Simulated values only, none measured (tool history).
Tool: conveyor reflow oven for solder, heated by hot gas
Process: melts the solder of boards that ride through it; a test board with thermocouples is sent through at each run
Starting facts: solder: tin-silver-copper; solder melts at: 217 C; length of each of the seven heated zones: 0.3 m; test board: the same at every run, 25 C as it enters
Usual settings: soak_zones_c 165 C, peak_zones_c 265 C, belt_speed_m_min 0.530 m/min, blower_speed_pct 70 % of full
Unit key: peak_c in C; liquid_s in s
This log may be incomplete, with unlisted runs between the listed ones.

run   hour  soak_zones_c  peak_zones_c  belt_speed_m_min  blower_speed_pct  peak_c  liquid_s
  1    0.0           165           265             0.530                70   246.9      43.4
  2   11.6           151           265             0.530                70   244.2      37.5
  3   16.8           151           265             0.530                70   244.0      37.8
  4   28.8           151           265             0.530                70   243.7      37.4
  5   35.2           151           265             0.530                70   243.7      37.7
  6   41.9           151           265             0.530                70   243.7      37.5
  7   53.4           151           265             0.530                70   243.7      37.7
  8   61.4           150           269             0.458                78   254.6      53.9
  9   73.7           177           279             0.582                79   259.2      50.1
 10   80.1           170           261             0.497                86   249.0      51.2
 11   86.2           163           266             0.497                86   252.5      51.6
 12   97.2           163           266             0.497                86   252.6      51.5
 13  105.6           163           265             0.426                51   248.9      56.2
 14  117.6           163           265             0.426                51   248.7      56.2

Below are 4 alternative next runs, each starting from the tool's condition after run 14. Predict each:
  A  127.6           163           263             0.426                51       ?         ?
  B  127.6           173           265             0.599                72       ?         ?
  C  127.6           172           265             0.626                62       ?         ?
  D  127.6           165           265             0.631                75       ?         ?

run  peak_c  liquid_s
  A   246.9      54.3
  B   243.8      37.2
  C   238.4      30.3
  D   240.7      30.9
Had the tool no hidden state, the same runs would have come out as:
run  peak_c  liquid_s
  A   246.0      53.6
  B   243.7      37.3
  C   238.4      30.6
  D   240.9      31.3

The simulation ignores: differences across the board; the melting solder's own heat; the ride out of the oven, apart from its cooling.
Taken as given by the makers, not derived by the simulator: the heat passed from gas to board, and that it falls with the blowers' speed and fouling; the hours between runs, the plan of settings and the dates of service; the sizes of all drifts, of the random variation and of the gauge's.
